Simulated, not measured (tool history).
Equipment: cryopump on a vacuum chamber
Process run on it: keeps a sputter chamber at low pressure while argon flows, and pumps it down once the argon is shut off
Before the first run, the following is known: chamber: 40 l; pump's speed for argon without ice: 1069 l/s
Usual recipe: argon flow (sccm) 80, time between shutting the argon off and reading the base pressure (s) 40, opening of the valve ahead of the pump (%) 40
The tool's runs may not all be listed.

| run | hour | argon flow (sccm) | time between shutting the argon off and reading the base pressure (s) | opening of the valve ahead of the pump (%) | pressure while argon flows (Pa) | pressure after the wait (uPa) |
|---|---|---|---|---|---|---|
| 1 | 0 | 80 | 40 | 40 | 0.3584 | 2.3 |
| 2 | 19.5 | 80 | 40 | 40 | 0.3599 | 2.32 |
| 3 | 44.2 | 80 | 40 | 40 | 0.3649 | 2.42 |
| 4 | 70.2 | 80 | 40 | 52 | 0.2947 | 2.39 |
| 5 | 87.6 | 80 | 40 | 52 | 0.2965 | 2.33 |
| 6 | 113.5 | 151 | 40 | 52 | 0.5696 | 2.37 |
| 7 | 138.8 | 80 | 40 | 40 | 0.3805 | 2.29 |
| 8 | 153.5 | 80 | 40 | 40 | 0.3821 | 2.44 |
| 9 | 173.3 | 80 | 40 | 40 | 0.3838 | 2.4 |
| 10 | 187.1 | 80 | 40 | 40 | 0.3897 | 2.45 |
| 11 | 206.2 | 80 | 40 | 40 | 0.3887 | 2.48 |
|  | 222.2 | pump warmed up, emptied and cooled again |
| 12 | 229.9 | 80 | 33 | 40 | 0.3183 | 2.6 |
| 13 | 254.5 | 97 | 33 | 40 | 0.3908 | 2.67 |
| 14 | 278.4 | 97 | 33 | 40 | 0.3935 | 2.71 |
| 15 | 304.7 | 97 | 41 | 40 | 0.3948 | 2.29 |
| 16 | 330.5 | 97 | 41 | 40 | 0.3937 | 2.31 |
| 17 | 356.5 | 97 | 41 | 40 | 0.3964 | 2.33 |
| 18 | 371.3 | 82 | 299 | 40 | 0.3371 | 0.63 |
| 19 | 390.6 | 70 | 40 | 24 | 0.4783 | 2.41 |
| 20 | 404.9 | 72 | 83 | 15 | 0.7745 | 1.42 |
| 21 | 426.9 | 38 | 40 | 40 | 0.1576 | 2.43 |
| 22 | 437.8 | 156 | 206 | 18 | 1.4013 | 0.81 |
| 23 | 458.8 | 101 | 24 | 16 | 1.0267 | 3.65 |
| 24 | 474.1 | 139 | 158 | 35 | 0.6699 | 0.97 |
| 25 | 489.3 | 63 | 57 | 48 | 0.227 | 1.8 |
| 26 | 508.7 | 66 | 238 | 40 | 0.2859 | 0.87 |
| 27 | 520.7 | 37 | 214 | 40 | 0.1601 | 0.87 |
| 28 | 546.7 | 51 | 59 | 21 | 0.4043 | 1.87 |
| 29 | 558.1 | 80 | 40 | 29 | 0.4714 | 2.5 |
| 30 | 581.6 | 143 | 55 | 31 | 0.7819 | 1.9 |
| 31 | 601.1 | 143 | 55 | 31 | 0.7984 | 1.89 |
| 32 | 617.1 | 54 | 55 | 53 | 0.187 | 2.02 |
| 33 | 642.2 | 54 | 55 | 53 | 0.1897 | 2.01 |
| 34 | 653.8 | 147 | 69 | 17 | 1.4377 | 1.76 |

Some steps in pressure while argon flows (Pa), run to run, broken into two amounts with sign: the step expected even without the hidden condition (settings, incoming material, random variation), and the rest, left for the hidden condition together with whatever gauge scatter is not in both the measured and the hidden-condition-free result:
The tool's hidden condition here consists of: pump's speed, % of a pump's without ice; cold plate's temperature, K; leak into the chamber, uPa l/s; drift of the gauge itself on working_pa, %; drift of the gauge itself on base_upa, %.
Run 5 -> 6: argon flow (sccm) 80 -> 151. pressure while argon flows (Pa) +0.2731: hidden state +0.0563, all else +0.2168.
Run 11 -> 12: time between shutting the argon off and reading the base pressure (s) 40 -> 33, pump warmed up, emptied and cooled again. pressure while argon flows (Pa) -0.0704: hidden state -0.0726, all else +0.0022.
Run 20 -> 21: argon flow (sccm) 72 -> 38, time between shutting the argon off and reading the base pressure (s) 83 -> 40, opening of the valve ahead of the pump (%) 15 -> 40. pressure while argon flows (Pa) -0.6169: hidden state -0.0062, all else -0.6107.
Run 21 -> 22: argon flow (sccm) 38 -> 156, time between shutting the argon off and reading the base pressure (s) 40 -> 206, opening of the valve ahead of the pump (%) 40 -> 18. pressure while argon flows (Pa) +1.2437: hidden state +0.0297, all else +1.214.
Run 33 -> 34: argon flow (sccm) 54 -> 147, time between shutting the argon off and reading the base pressure (s) 55 -> 69, opening of the valve ahead of the pump (%) 53 -> 17. pressure while argon flows (Pa) +1.248: hidden state +0.0519, all else +1.1961.

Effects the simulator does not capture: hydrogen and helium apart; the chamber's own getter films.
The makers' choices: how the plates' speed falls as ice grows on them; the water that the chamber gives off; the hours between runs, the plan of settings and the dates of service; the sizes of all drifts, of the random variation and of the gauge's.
